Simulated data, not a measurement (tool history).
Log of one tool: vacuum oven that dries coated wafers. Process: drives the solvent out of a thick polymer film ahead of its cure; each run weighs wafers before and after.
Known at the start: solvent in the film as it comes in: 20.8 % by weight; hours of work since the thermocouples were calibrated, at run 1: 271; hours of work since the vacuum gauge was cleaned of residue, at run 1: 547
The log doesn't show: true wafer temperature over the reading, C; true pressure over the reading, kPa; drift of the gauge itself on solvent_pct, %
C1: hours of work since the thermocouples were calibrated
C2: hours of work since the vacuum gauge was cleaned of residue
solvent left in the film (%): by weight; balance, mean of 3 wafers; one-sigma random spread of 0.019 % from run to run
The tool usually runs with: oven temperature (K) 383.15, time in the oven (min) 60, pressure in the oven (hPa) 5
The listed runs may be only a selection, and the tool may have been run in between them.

{"run": 1, "hour": 0.0, "oven temperature (K)": 383.15, "time in the oven (min)": 60, "pressure in the oven (hPa)": 5, "C1": 271, "C2": 547, "solvent left in the film (%)": 2.46}
{"run": 2, "hour": 33.4, "oven temperature (K)": 374.15, "time in the oven (min)": 60, "pressure in the oven (hPa)": 5, "C1": 291, "C2": 567, "solvent left in the film (%)": 5.61}
{"run": 3, "hour": 60.7, "oven temperature (K)": 383.15, "time in the oven (min)": 63, "pressure in the oven (hPa)": 5, "C1": 307, "C2": 583, "solvent left in the film (%)": 2.24}
{"run": 4, "hour": 78.0, "oven temperature (K)": 383.15, "time in the oven (min)": 65, "pressure in the oven (hPa)": 5, "C1": 317, "C2": 593, "solvent left in the film (%)": 2.11}
{"run": 5, "hour": 106.2, "oven temperature (K)": 383.15, "time in the oven (min)": 49, "pressure in the oven (hPa)": 5, "C1": 333, "C2": 609, "solvent left in the film (%)": 3.4}
{"run": 6, "hour": 140.1, "oven temperature (K)": 383.15, "time in the oven (min)": 52, "pressure in the oven (hPa)": 5, "C1": 353, "C2": 629, "solvent left in the film (%)": 3.14}
{"run": 7, "hour": 165.5, "oven temperature (K)": 383.15, "time in the oven (min)": 60, "pressure in the oven (hPa)": 17.46, "C1": 368, "C2": 644, "solvent left in the film (%)": 3}
{"run": 8, "hour": 192.6, "oven temperature (K)": 383.15, "time in the oven (min)": 60, "pressure in the oven (hPa)": 5, "C1": 384, "C2": 660, "solvent left in the film (%)": 2.43}
{"run": 9, "hour": 227.5, "oven temperature (K)": 383.15, "time in the oven (min)": 60, "pressure in the oven (hPa)": 3.22, "C1": 404, "C2": 680, "solvent left in the film (%)": 2.41}
{"run": 10, "hour": 261.7, "oven temperature (K)": 383.15, "time in the oven (min)": 60, "pressure in the oven (hPa)": 3.22, "C1": 424, "C2": 700, "solvent left in the film (%)": 2.4}
{"run": 11, "hour": 290.6, "oven temperature (K)": 383.15, "time in the oven (min)": 60, "pressure in the oven (hPa)": 5.21, "C1": 441, "C2": 717, "solvent left in the film (%)": 2.45}
{"run": 12, "hour": 310.5, "oven temperature (K)": 383.15, "time in the oven (min)": 60, "pressure in the oven (hPa)": 5.21, "C1": 452, "C2": 728, "solvent left in the film (%)": 2.44}
{"run": 13, "hour": 340.5, "oven temperature (K)": 383.15, "time in the oven (min)": 60, "pressure in the oven (hPa)": 5.21, "C1": 470, "C2": 746, "solvent left in the film (%)": 2.44}
{"run": 14, "hour": 361.9, "oven temperature (K)": 383.15, "time in the oven (min)": 60, "pressure in the oven (hPa)": 5.21, "C1": 482, "C2": 758, "solvent left in the film (%)": 2.44}
{"run": 15, "hour": 396.8, "oven temperature (K)": 383.15, "time in the oven (min)": 60, "pressure in the oven (hPa)": 5.21, "C1": 503, "C2": 779, "solvent left in the film (%)": 2.48}
{"run": 16, "hour": 413.9, "oven temperature (K)": 383.15, "time in the oven (min)": 60, "pressure in the oven (hPa)": 5.21, "C1": 512, "C2": 788, "solvent left in the film (%)": 2.46}
{"run": 17, "hour": 433.3, "oven temperature (K)": 383.15, "time in the oven (min)": 60, "pressure in the oven (hPa)": 5.21, "C1": 524, "C2": 800, "solvent left in the film (%)": 2.47}
{"run": 18, "hour": 456.4, "oven temperature (K)": 383.15, "time in the oven (min)": 78, "pressure in the oven (hPa)": 5, "C1": 537, "C2": 813, "solvent left in the film (%)": 1.46}
{"run": 19, "hour": 479.7, "oven temperature (K)": 383.15, "time in the oven (min)": 78, "pressure in the oven (hPa)": 5, "C1": 551, "C2": 827, "solvent left in the film (%)": 1.47}
{"run": 20, "hour": 503.2, "oven temperature (K)": 383.15, "time in the oven (min)": 78, "pressure in the oven (hPa)": 5, "C1": 565, "C2": 841, "solvent left in the film (%)": 1.47}
{"hour": 508.7, "done": "oven's thermocouples calibrated"}
{"run": 21, "hour": 528.4, "oven temperature (K)": 383.15, "time in the oven (min)": 78, "pressure in the oven (hPa)": 5, "C1": 11, "C2": 854, "solvent left in the film (%)": 1.47}
{"run": 22, "hour": 552.1, "oven temperature (K)": 383.15, "time in the oven (min)": 78, "pressure in the oven (hPa)": 5, "C1": 25, "C2": 868, "solvent left in the film (%)": 1.46}
{"hour": 564.4, "done": "oven's thermocouples calibrated, once more"}
{"run": 23, "hour": 571.9, "oven temperature (K)": 383.15, "time in the oven (min)": 78, "pressure in the oven (hPa)": 5, "C1": 4, "C2": 878, "solvent left in the film (%)": 1.43}
{"run": 24, "hour": 594.6, "oven temperature (K)": 383.15, "time in the oven (min)": 78, "pressure in the oven (hPa)": 5, "C1": 18, "C2": 891, "solvent left in the film (%)": 1.47}
{"run": 25, "hour": 611.0, "oven temperature (K)": 380.15, "time in the oven (min)": 65, "pressure in the oven (hPa)": 5, "C1": 27, "C2": 901, "solvent left in the film (%)": 2.92}
{"run": 26, "hour": 646.8, "oven temperature (K)": 383.15, "time in the oven (min)": 60, "pressure in the oven (hPa)": 18.6, "C1": 48, "C2": 922, "solvent left in the film (%)": 3.01}
{"run": 27, "hour": 679.7, "oven temperature (K)": 383.15, "time in the oven (min)": 39, "pressure in the oven (hPa)": 4.14, "C1": 67, "C2": 941, "solvent left in the film (%)": 4.56}
{"run": 28, "hour": 708.9, "oven temperature (K)": 392.15, "time in the oven (min)": 56, "pressure in the oven (hPa)": 10.18, "C1": 84, "C2": 958, "solvent left in the film (%)": 1.06}
{"run": 29, "hour": 742.7, "oven temperature (K)": 391.15, "time in the oven (min)": 44, "pressure in the oven (hPa)": 7.39, "C1": 104, "C2": 978, "solvent left in the film (%)": 1.73}
{"run": 30, "hour": 772.2, "oven temperature (K)": 386.15, "time in the oven (min)": 82, "pressure in the oven (hPa)": 15.6, "C1": 121, "C2": 995, "solvent left in the film (%)": 1.38}
{"run": 31, "hour": 794.8, "oven temperature (K)": 380.15, "time in the oven (min)": 47, "pressure in the oven (hPa)": 18.16, "C1": 134, "C2": 1008, "solvent left in the film (%)": 5.14}
{"run": 32, "hour": 828.7, "oven temperature (K)": 383.15, "time in the oven (min)": 47, "pressure in the oven (hPa)": 5, "C1": 154, "C2": 1028, "solvent left in the film (%)": 3.54}
{"run": 33, "hour": 856.9, "oven temperature (K)": 383.15, "time in the oven (min)": 47, "pressure in the oven (hPa)": 5, "C1": 170, "C2": 1044, "solvent left in the film (%)": 3.54}
{"run": 34, "hour": 872.9, "oven temperature (K)": 383.15, "time in the oven (min)": 47, "pressure in the oven (hPa)": 5, "C1": 180, "C2": 1053, "solvent left in the film (%)": 3.54}
{"run": 35, "hour": 898.2, "oven temperature (K)": 383.15, "time in the oven (min)": 94, "pressure in the oven (hPa)": 4.15, "C1": 194, "C2": 1068, "solvent left in the film (%)": 0.99}
{"run": 36, "hour": 915.9, "oven temperature (K)": 383.15, "time in the oven (min)": 94, "pressure in the oven (hPa)": 4.15, "C1": 205, "C2": 1079, "solvent left in the film (%)": 0.97}
{"run": 37, "hour": 944.1, "oven temperature (K)": 383.15, "time in the oven (min)": 94, "pressure in the oven (hPa)": 4.15, "C1": 221, "C2": 1095, "solvent left in the film (%)": 1.01}
{"run": 38, "hour": 981.7, "oven temperature (K)": 393.15, "time in the oven (min)": 43, "pressure in the oven (hPa)": 5, "C1": 243, "C2": 1117, "solvent left in the film (%)": 1.35}
{"run": 39, "hour": 1019.5, "oven temperature (K)": 384.15, "time in the oven (min)": 60, "pressure in the oven (hPa)": 5.67, "C1": 265, "C2": 1139, "solvent left in the film (%)": 2.16}
{"run": 40, "hour": 1057.0, "oven temperature (K)": 395.15, "time in the oven (min)": 60, "pressure in the oven (hPa)": 17.41, "C1": 287, "C2": 1161, "solvent left in the film (%)": 0.93}
{"run": 41, "hour": 1073.4, "oven temperature (K)": 395.15, "time in the oven (min)": 60, "pressure in the oven (hPa)": 17.41, "C1": 296, "C2": 1170, "solvent left in the film (%)": 0.92}
{"run": 42, "hour": 1094.2, "oven temperature (K)": 395.15, "time in the oven (min)": 60, "pressure in the oven (hPa)": 17.41, "C1": 309, "C2": 1182, "solvent left in the film (%)": 0.95}
{"run": 43, "hour": 1131.0, "oven temperature (K)": 392.15, "time in the oven (min)": 60, "pressure in the oven (hPa)": 17.41, "C1": 330, "C2": 1204, "solvent left in the film (%)": 1.22}
{"run": 44, "hour": 1165.3, "oven temperature (K)": 395.15, "time in the oven (min)": 95, "pressure in the oven (hPa)": 14.73, "C1": 350, "C2": 1224, "solvent left in the film (%)": 0.67}
{"run": 45, "hour": 1191.3, "oven temperature (K)": 383.15, "time in the oven (min)": 104, "pressure in the oven (hPa)": 3.52, "C1": 365, "C2": 1239, "solvent left in the film (%)": 0.82}
{"run": 46, "hour": 1226.9, "oven temperature (K)": 396.15, "time in the oven (min)": 105, "pressure in the oven (hPa)": 5, "C1": 386, "C2": 1260, "solvent left in the film (%)": 0.33}
{"run": 47, "hour": 1264.0, "oven temperature (K)": 378.15, "time in the oven (min)": 60, "pressure in the oven (hPa)": 5, "C1": 407, "C2": 1281, "solvent left in the film (%)": 3.97}

Results per run with the tool's hidden condition removed, run-to-run variation unchanged:
run=1 solvent_left_in_the_film_(%)=2.41
run=2 solvent_left_in_the_film_(%)=5.57
run=3 solvent_left_in_the_film_(%)=2.18
run=4 solvent_left_in_the_film_(%)=2.05
run=5 solvent_left_in_the_film_(%)=3.37
run=6 solvent_left_in_the_film_(%)=3.11
run=7 solvent_left_in_the_film_(%)=2.96
run=8 solvent_left_in_the_film_(%)=2.39
run=9 solvent_left_in_the_film_(%)=2.37
run=10 solvent_left_in_the_film_(%)=2.35
run=11 solvent_left_in_the_film_(%)=2.4
run=12 solvent_left_in_the_film_(%)=2.4
run=13 solvent_left_in_the_film_(%)=2.39
run=14 solvent_left_in_the_film_(%)=2.39
run=15 solvent_left_in_the_film_(%)=2.44
run=16 solvent_left_in_the_film_(%)=2.41
run=17 solvent_left_in_the_film_(%)=2.43
run=18 solvent_left_in_the_film_(%)=1.37
run=19 solvent_left_in_the_film_(%)=1.39
run=20 solvent_left_in_the_film_(%)=1.39
run=21 solvent_left_in_the_film_(%)=1.44
run=22 solvent_left_in_the_film_(%)=1.42
run=23 solvent_left_in_the_film_(%)=1.38
run=24 solvent_left_in_the_film_(%)=1.42
run=25 solvent_left_in_the_film_(%)=2.93
run=26 solvent_left_in_the_film_(%)=3.02
run=27 solvent_left_in_the_film_(%)=4.64
run=28 solvent_left_in_the_film_(%)=1
run=29 solvent_left_in_the_film_(%)=1.73
run=30 solvent_left_in_the_film_(%)=1.29
run=31 solvent_left_in_the_film_(%)=5.22
run=32 solvent_left_in_the_film_(%)=3.6
run=33 solvent_left_in_the_film_(%)=3.6
run=34 solvent_left_in_the_film_(%)=3.6
run=35 solvent_left_in_the_film_(%)=0.87
run=36 solvent_left_in_the_film_(%)=0.86
run=37 solvent_left_in_the_film_(%)=0.9
run=38 solvent_left_in_the_film_(%)=1.33
run=39 solvent_left_in_the_film_(%)=2.16
run=40 solvent_left_in_the_film_(%)=0.83
run=41 solvent_left_in_the_film_(%)=0.82
run=42 solvent_left_in_the_film_(%)=0.84
run=43 solvent_left_in_the_film_(%)=1.14
run=44 solvent_left_in_the_film_(%)=0.52
run=45 solvent_left_in_the_film_(%)=0.66
run=46 solvent_left_in_the_film_(%)=0.17
run=47 solvent_left_in_the_film_(%)=4.03
